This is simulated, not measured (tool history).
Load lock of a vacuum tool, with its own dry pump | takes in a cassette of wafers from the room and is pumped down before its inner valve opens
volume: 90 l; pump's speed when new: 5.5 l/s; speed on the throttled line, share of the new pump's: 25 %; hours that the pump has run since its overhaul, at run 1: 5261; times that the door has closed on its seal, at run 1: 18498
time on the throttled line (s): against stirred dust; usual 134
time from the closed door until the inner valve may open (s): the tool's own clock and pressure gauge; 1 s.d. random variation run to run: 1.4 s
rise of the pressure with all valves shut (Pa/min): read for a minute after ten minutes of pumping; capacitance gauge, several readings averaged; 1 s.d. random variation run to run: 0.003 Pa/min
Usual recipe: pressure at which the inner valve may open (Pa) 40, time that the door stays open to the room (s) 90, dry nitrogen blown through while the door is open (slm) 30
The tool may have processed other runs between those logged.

run	day	time on the throttled line (s)	pressure at which the inner valve may open (Pa)	time that the door stays open to the room (s)	dry nitrogen blown through while the door is open (slm)	hours that the pump has run since its overhaul	times that the door has closed on its seal	incoming humidity of the room's air, %	time from the closed door until the inner valve may open (s)	rise of the pressure with all valves shut (Pa/min)
1	0	134	40	90	30	5261	18498	48.7	234.2	0.128
2	14.488	134	40	90	30	5608	18925	46.2	233	0.133
3	24.646	134	40	90	30	5852	19224	45.5	233.2	0.131
4	37.592	134	40	90	30	6163	19605	43.4	233.7	0.132
5	45.096	134	40	90	30	6343	19826	45.3	233.8	0.14
6	62.167	134	40	46	30	6753	20328	45.1	231.5	0.133
7	78.058	134	40	46	30	7134	20796	44.6	236.6	0.139
8	88.125	169	40	46	30	7376	21093	44.9	259.2	0.141
9	101.404	169	40	46	30	7694	21484	43.4	259.2	0.146
10	112.329	175	50	52	30	7957	21805	44.2	262.4	0.149
11	119.167	72	44	90	30	8121	22006	45.6	189.5	0.153
12	126.296	72	44	90	30	8292	22216	44.4	188.6	0.156
13	143.292	72	44	90	30	8700	22717	45.4	189.7	0.159
14	152.442	72	44	90	30	8919	22986	41.6	189.5	0.159
15	166.508	72	44	90	30	9257	23400	44.4	188.5	0.163
16	182.046	72	44	90	30	9630	23858	47.4	190.3	0.167
17	192.446	168	44	122	10	9879	24164	47.3	260.1	0.194

Consider 3 possible next runs. They are alternatives, not a sequence: every one starts from the tool as it was left by run 17. What does each give?
A	199.304	168	44	122	33	10044	24366	46.3	?	?
B	199.304	94	32	90	17	10044	24366	44.5	?	?
C	199.304	125	44	122	5	10044	24366	45.3	?	?

run	time from the closed door until the inner valve may open (s)	rise of the pressure with all valves shut (Pa/min)
A	258.7	0.176
B	212.4	0.184
C	228.7	0.209
Without the tool's unlogged condition, the same runs would have read:
run	time from the closed door until the inner valve may open (s)	rise of the pressure with all valves shut (Pa/min)
A	252.6	0.032
B	204.2	0.038
C	221.7	0.063

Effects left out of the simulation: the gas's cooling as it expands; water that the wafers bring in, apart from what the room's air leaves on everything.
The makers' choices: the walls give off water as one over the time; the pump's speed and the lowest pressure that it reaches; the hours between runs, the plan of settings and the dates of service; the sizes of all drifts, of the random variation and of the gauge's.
